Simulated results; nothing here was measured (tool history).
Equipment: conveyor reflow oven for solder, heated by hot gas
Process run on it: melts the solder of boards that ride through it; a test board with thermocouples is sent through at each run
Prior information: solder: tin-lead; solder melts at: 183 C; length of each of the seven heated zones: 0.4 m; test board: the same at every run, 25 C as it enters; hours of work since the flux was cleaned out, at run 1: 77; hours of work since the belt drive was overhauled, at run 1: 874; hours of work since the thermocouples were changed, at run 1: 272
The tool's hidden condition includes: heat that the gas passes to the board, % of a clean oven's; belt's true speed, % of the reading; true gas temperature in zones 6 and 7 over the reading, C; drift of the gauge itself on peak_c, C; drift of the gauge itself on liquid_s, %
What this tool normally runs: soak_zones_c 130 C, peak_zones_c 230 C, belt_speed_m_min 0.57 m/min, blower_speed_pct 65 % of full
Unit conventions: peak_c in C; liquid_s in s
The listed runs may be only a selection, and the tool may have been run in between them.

run,day,soak_zones_c,peak_zones_c,belt_speed_m_min,blower_speed_pct,hours of work since the flux was cleaned out,hours of work since the belt drive was overhauled,hours of work since the thermocouples were changed,peak_c,liquid_s
1,0,130,230,0.57,65,77,874,272,210.47,54.2
# day 1.642: belt drive overhauled, speed set with a stopwatch
2,1.892,130,230,0.665,65,104,4,299,203.67,37
3,3.45,130,230,0.665,65,128,28,323,203.58,36.9
4,4.458,130,230,0.608,65,144,44,339,207.28,45.8
# day 5.558: flux residue cleaned out of gas plates and filters
5,6.212,130,230,0.608,65,10,68,363,207.55,46.1
6,7.621,130,230,0.608,65,32,90,385,207.38,46
7,9.429,130,230,0.608,65,61,119,414,207.35,46.1
8,10.746,130,230,0.57,65,81,139,434,209.75,52.6
9,11.6,130,230,0.57,65,94,152,448,209.84,52.7
10,13.05,130,230,0.57,65,117,175,470,209.72,52.5
11,14.925,130,230,0.57,70,146,205,500,211.19,54.8
# day 15.867: flux residue cleaned out of gas plates and filters
12,15.971,130,230,0.57,70,2,218,513,212.11,55.4
13,17.912,130,230,0.63,65,32,248,543,206.54,43.5
14,18.925,130,230,0.63,65,48,264,559,206.57,43.4
15,20.812,130,230,0.63,65,77,293,588,206.49,43.1
16,21.708,130,230,0.63,65,91,307,602,206.58,43.4
17,23.388,130,225,0.63,63,118,334,629,201.56,37.1
18,24.238,130,225,0.63,63,131,347,642,201.65,37.4
19,25.729,121,219,0.648,51,154,370,665,187.69,10.2
# day 26.15: flux residue cleaned out of gas plates and filters
20,27.758,118,231,0.648,71,25,399,694,206.17,38.9
21,28.758,118,242,0.648,71,41,414,709,215.43,47.8
# day 30.271: thermocouples of zones 6 and 7 changed
22,30.271,118,242,0.648,71,63,437,0,215.31,47.8
23,31.938,126,230,0.665,54,89,463,26,198.3,28.8
24,33.908,126,229,0.665,54,120,494,57,197.62,27.7
25,34.758,130,225,0.57,65,133,507,70,206.27,49
26,35.642,130,225,0.57,65,147,521,84,206.46,48.9
# day 36.579: flux residue cleaned out of gas plates and filters
27,37.538,130,225,0.57,65,15,547,110,206.63,49.8
28,39.558,130,230,0.57,60,47,579,142,209.05,51.6
29,40.979,144,243,0.529,65,69,601,164,227.26,80.2
30,42.471,144,243,0.529,62,92,624,188,226.43,79.3

Each row is a separate what-if for the run after 30, all from the same tool condition, not one after another. Results?
A,43.804,144,232,0.483,65,113,645,208,?,?
B,43.804,130,239,0.479,62,113,645,208,?,?
C,43.804,130,230,0.495,62,113,645,208,?,?

run,peak_c,liquid_s
A,220.21,82
B,223.72,79.5
C,214.53,68.2
Stripped of hidden state, with their random variation kept, the same runs would have yielded:
run,peak_c,liquid_s
A,219.43,79.9
B,222.89,77.3
C,213.72,66.1

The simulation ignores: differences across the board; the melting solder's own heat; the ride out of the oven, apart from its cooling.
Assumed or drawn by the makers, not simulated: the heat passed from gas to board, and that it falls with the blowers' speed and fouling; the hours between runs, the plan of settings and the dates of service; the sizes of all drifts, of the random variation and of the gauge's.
